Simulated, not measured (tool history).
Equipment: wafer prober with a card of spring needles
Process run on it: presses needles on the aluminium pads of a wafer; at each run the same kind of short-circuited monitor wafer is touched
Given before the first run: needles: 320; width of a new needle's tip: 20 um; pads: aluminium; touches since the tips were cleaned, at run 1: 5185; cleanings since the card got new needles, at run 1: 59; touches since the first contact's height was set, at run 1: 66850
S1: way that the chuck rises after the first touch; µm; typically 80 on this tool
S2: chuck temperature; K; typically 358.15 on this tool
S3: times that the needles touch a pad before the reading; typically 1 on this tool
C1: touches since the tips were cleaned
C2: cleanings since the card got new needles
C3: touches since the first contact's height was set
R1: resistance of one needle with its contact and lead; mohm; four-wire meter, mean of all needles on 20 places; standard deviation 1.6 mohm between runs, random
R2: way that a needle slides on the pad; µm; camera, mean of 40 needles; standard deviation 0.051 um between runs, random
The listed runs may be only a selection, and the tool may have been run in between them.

run	hour	S1	S2	S3	C1	C2	C3	R1	R2
1	0.0	80	358.15	1	5185	59	66850	328	20.91
# hour 2.7: tips cleaned on abrasive film
# hour 13.9: tips cleaned on abrasive film
2	15.0	80	358.15	1	740	61	76295	215	20.98
# hour 24.8: tips cleaned on abrasive film
3	30.5	71	358.15	1	3645	62	86076	354	18.56
# hour 37.1: tips cleaned on abrasive film
# hour 48.3: tips cleaned on abrasive film
4	53.7	71	358.15	1	3422	64	100697	342	18.44
# hour 59.0: tips cleaned on abrasive film
# hour 70.9: tips cleaned on abrasive film
# hour 83.7: tips cleaned on abrasive film
5	88.6	71	358.15	1	3082	67	122729	327	18.36
# hour 95.8: tips cleaned on abrasive film
# hour 107.5: tips cleaned on abrasive film
6	107.5	71	358.15	1	0	69	134636	190	18.30
# hour 118.8: tips cleaned on abrasive film
7	122.3	80	358.15	2	2201	70	143967	229	20.71
# hour 124.9: height of the first contact set anew
# hour 129.7: tips cleaned on abrasive film
# hour 141.7: tips cleaned on abrasive film
8	150.8	80	358.15	2	5785	72	16346	272	20.53
# hour 153.5: tips cleaned on abrasive film
# hour 165.8: tips cleaned on abrasive film
# hour 178.1: tips cleaned on abrasive film
9	184.9	80	358.15	2	4330	75	37863	253	20.52
# hour 189.4: tips cleaned on abrasive film
# hour 200.0: tips cleaned on abrasive film
10	207.6	80	306.15	1	4858	77	52224	346	20.36
# hour 211.9: tips cleaned on abrasive film
# hour 224.2: tips cleaned on abrasive film
11	234.3	80	300.15	1	6428	79	69037	374	20.33
# hour 236.5: tips cleaned on abrasive film
# hour 247.4: tips cleaned on abrasive film
12	252.9	93	358.15	1	3507	81	80800	269	23.75
# hour 259.0: tips cleaned on abrasive film
# hour 268.7: height of the first contact set anew, once more
# hour 270.5: tips cleaned on abrasive film
# hour 282.4: tips cleaned on abrasive film
13	285.1	93	358.15	1	1696	84	10269	224	24.64
# hour 293.9: tips cleaned on abrasive film
# hour 306.1: tips cleaned on abrasive film
# hour 318.5: tips cleaned on abrasive film
14	319.6	93	358.15	3	683	87	32064	167	24.48
# hour 330.6: tips cleaned on abrasive film
# hour 341.4: tips cleaned on abrasive film
15	350.1	80	307.15	1	5591	89	51373	354	21.02
# hour 352.9: tips cleaned on abrasive film
# hour 365.2: tips cleaned on abrasive film
# hour 376.6: tips cleaned on abrasive film
16	378.2	75	307.15	1	1020	92	69034	227	19.59
# hour 389.1: tips cleaned on abrasive film
17	398.0	93	358.15	3	5625	93	81561	204	24.36
# hour 400.1: tips cleaned on abrasive film
# hour 412.7: tips cleaned on abrasive film
18	419.1	83	306.15	2	4070	95	94854	255	21.71
# hour 423.6: tips cleaned on abrasive film
# hour 434.7: tips cleaned on abrasive film
19	434.7	74	306.15	1	0	97	104663	171	19.11
# hour 446.9: tips cleaned on abrasive film
# hour 458.2: tips cleaned on abrasive film
20	458.7	74	316.15	2	324	99	119835	181	19.21

Below are 4 alternative next runs, each starting from the tool's condition after run 20. Predict each:
# hour 470.2: tips cleaned on abrasive film
# hour 481.0: tips cleaned on abrasive film
A	490.7	80	328.15	1	6190	101	140078	?	?
# hour 470.2: tips cleaned on abrasive film
# hour 481.0: tips cleaned on abrasive film
B	490.7	64	358.15	1	6190	101	140078	?	?
# hour 470.2: tips cleaned on abrasive film
# hour 481.0: tips cleaned on abrasive film
C	490.7	80	312.15	1	6190	101	140078	?	?
# hour 470.2: tips cleaned on abrasive film
# hour 481.0: tips cleaned on abrasive film
D	490.7	76	316.15	2	6190	101	140078	?	?

run	R1	R2
A	371	20.70
B	490	16.45
C	370	20.66
D	296	19.61
Stripped of hidden state, with their random variation kept, the same runs would have yielded:
run	R1	R2
A	148	21.15
B	160	16.89
C	143	21.11
D	145	20.05

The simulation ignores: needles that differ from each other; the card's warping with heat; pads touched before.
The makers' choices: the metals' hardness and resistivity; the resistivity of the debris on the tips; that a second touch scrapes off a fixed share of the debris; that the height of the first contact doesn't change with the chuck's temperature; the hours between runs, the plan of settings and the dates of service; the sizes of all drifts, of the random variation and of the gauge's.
